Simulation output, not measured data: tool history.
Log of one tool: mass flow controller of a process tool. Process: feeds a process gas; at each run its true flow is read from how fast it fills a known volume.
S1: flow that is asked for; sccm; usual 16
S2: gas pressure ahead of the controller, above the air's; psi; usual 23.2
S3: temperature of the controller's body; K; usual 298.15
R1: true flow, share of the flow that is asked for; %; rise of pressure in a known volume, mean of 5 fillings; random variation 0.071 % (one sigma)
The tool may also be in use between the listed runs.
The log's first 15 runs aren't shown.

run 16 day=64.700 | S1=16 S2=35.5 S3=294.15 | R1=98.08
run 17 day=70.796 | S1=16 S2=35.5 S3=294.15 | R1=98.03
run 18 day=75.300 | S1=16 S2=35.5 S3=294.15 | R1=98.03
-- day=75.871 controller's zero set anew
run 19 day=80.512 | S1=16 S2=35.5 S3=294.15 | R1=97.98
run 20 day=85.350 | S1=5 S2=29.4 S3=297.15 | R1=97.20
run 21 day=89.504 | S1=5 S2=24.9 S3=309.15 | R1=97.87
run 22 day=94.462 | S1=19 S2=21.5 S3=298.15 | R1=98.69
run 23 day=98.104 | S1=16 S2=27.6 S3=298.15 | R1=98.32
run 24 day=103.012 | S1=3 S2=31.6 S3=298.15 | R1=95.91
run 25 day=108.054 | S1=3 S2=36.1 S3=297.15 | R1=95.64
-- day=111.479 controller's zero set anew, once more
run 26 day=112.638 | S1=3 S2=38.0 S3=298.15 | R1=97.88
run 27 day=116.046 | S1=18 S2=28.3 S3=294.15 | R1=98.64
run 28 day=120.412 | S1=8 S2=35.5 S3=298.15 | R1=98.21
run 29 day=124.842 | S1=8 S2=35.5 S3=298.15 | R1=98.27
run 30 day=129.208 | S1=2 S2=36.0 S3=298.15 | R1=97.51
run 31 day=133.217 | S1=2 S2=36.0 S3=298.15 | R1=97.30
run 32 day=136.158 | S1=5 S2=36.0 S3=300.15 | R1=98.09
run 33 day=141.438 | S1=5 S2=36.0 S3=300.15 | R1=97.96
run 34 day=146.162 | S1=7 S2=36.0 S3=300.15 | R1=98.07
run 35 day=149.683 | S1=16 S2=26.0 S3=303.15 | R1=98.93

Forecast run 36:
run 36 day=155.667 | S1=11 S2=23.2 S3=298.15 | R1=?

{"run 36": {"R1": 98.47}}
Without the tool's hidden state the same run would have given R1 99.93 %.

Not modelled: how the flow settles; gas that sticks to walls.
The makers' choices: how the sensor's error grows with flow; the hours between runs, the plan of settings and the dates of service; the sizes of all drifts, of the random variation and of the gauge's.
